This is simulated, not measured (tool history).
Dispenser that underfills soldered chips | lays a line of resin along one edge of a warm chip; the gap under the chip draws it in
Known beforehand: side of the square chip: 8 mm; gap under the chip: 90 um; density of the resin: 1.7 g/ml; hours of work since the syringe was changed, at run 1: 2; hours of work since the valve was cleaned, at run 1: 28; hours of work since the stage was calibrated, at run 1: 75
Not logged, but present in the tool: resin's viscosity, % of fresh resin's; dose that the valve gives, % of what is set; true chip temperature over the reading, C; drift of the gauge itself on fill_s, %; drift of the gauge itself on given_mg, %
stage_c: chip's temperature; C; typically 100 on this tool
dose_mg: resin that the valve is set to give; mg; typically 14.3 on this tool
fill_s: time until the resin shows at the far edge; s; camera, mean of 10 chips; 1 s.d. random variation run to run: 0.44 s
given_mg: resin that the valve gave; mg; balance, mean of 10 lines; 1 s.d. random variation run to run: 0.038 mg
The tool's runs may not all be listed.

| run | day | stage_c | dose_mg | hours of work since the syringe was changed | hours of work since the valve was cleaned | hours of work since the stage was calibrated | fill_s | given_mg |
|---|---|---|---|---|---|---|---|---|
| 1 | 0 | 100 | 14.3 | 2 | 28 | 75 | 36.5 | 13.96 |
|  | 0.246 | new syringe of resin |
| 2 | 0.496 | 100 | 15.8 | 4 | 37 | 83 | 39.7 | 15.23 |
|  | 0.625 | new syringe of resin |
| 3 | 0.921 | 100 | 15.8 | 5 | 44 | 90 | 40.1 | 15.21 |
|  | 1.021 | new syringe of resin |
|  | 1.312 | dispensing valve cleaned and set on the balance |
|  | 1.471 | new syringe of resin |
| 4 | 1.483 | 100 | 14.3 | 0 | 3 | 99 | 30.9 | 14.21 |
| 5 | 1.683 | 100 | 12.9 | 4 | 6 | 102 | 37.5 | 12.82 |
|  | 1.871 | new syringe of resin |
| 6 | 1.988 | 100 | 12.9 | 2 | 11 | 107 | 35 | 12.71 |
|  | 2.271 | new syringe of resin |
| 7 | 2.379 | 100 | 14.3 | 2 | 17 | 113 | 33.9 | 14.08 |
|  | 2.675 | new syringe of resin |
| 8 | 2.742 | 100 | 14.3 | 1 | 23 | 119 | 33.2 | 13.94 |
| 9 | 2.988 | 111 | 14.3 | 5 | 28 | 124 | 24.7 | 13.89 |
|  | 3.071 | new syringe of resin |
|  | 3.454 | new syringe of resin |
| 10 | 3.471 | 111 | 14.3 | 0 | 35 | 131 | 19 | 13.78 |
|  | 3.838 | new syringe of resin |
| 11 | 3.838 | 92 | 16.5 | 0 | 41 | 137 | 43.5 | 15.89 |
|  | 4.225 | new syringe of resin |
| 12 | 4.25 | 91 | 13 | 0 | 48 | 144 | 49.3 | 12.51 |
|  | 4.375 | dispensing valve cleaned and set on the balance |
|  | 4.679 | new syringe of resin |
| 13 | 4.717 | 101 | 17.1 | 1 | 6 | 151 | 30.3 | 17.05 |
|  | 5.058 | new syringe of resin |
| 14 | 5.146 | 107 | 14.3 | 1 | 13 | 158 | 24.6 | 14.16 |
|  | 5.446 | new syringe of resin |
| 15 | 5.608 | 94 | 12.5 | 3 | 20 | 166 | 48.3 | 12.29 |
|  | 5.838 | new syringe of resin |
| 16 | 5.912 | 100 | 18 | 1 | 25 | 171 | 32.2 | 17.67 |
|  | 6.242 | new syringe of resin |
| 17 | 6.329 | 100 | 18.6 | 1 | 32 | 178 | 31.6 | 18.09 |

Per-run results on a tool with no hidden state, each run keeping its own random variation:
| run | fill_s | given_mg |
|---|---|---|
| 1 | 32.4 | 14.31 |
| 2 | 32.1 | 15.72 |
| 3 | 31.3 | 15.8 |
| 4 | 32.3 | 14.29 |
| 5 | 32.4 | 12.92 |
| 6 | 32.5 | 12.88 |
| 7 | 31.7 | 14.34 |
| 8 | 32.6 | 14.28 |
| 9 | 18.9 | 14.28 |
| 10 | 20 | 14.26 |
| 11 | 46 | 16.53 |
| 12 | 50.3 | 13.09 |
| 13 | 30.6 | 17.1 |
| 14 | 23.4 | 14.29 |
| 15 | 44.1 | 12.48 |
| 16 | 32 | 18.02 |
| 17 | 31.1 | 18.56 |
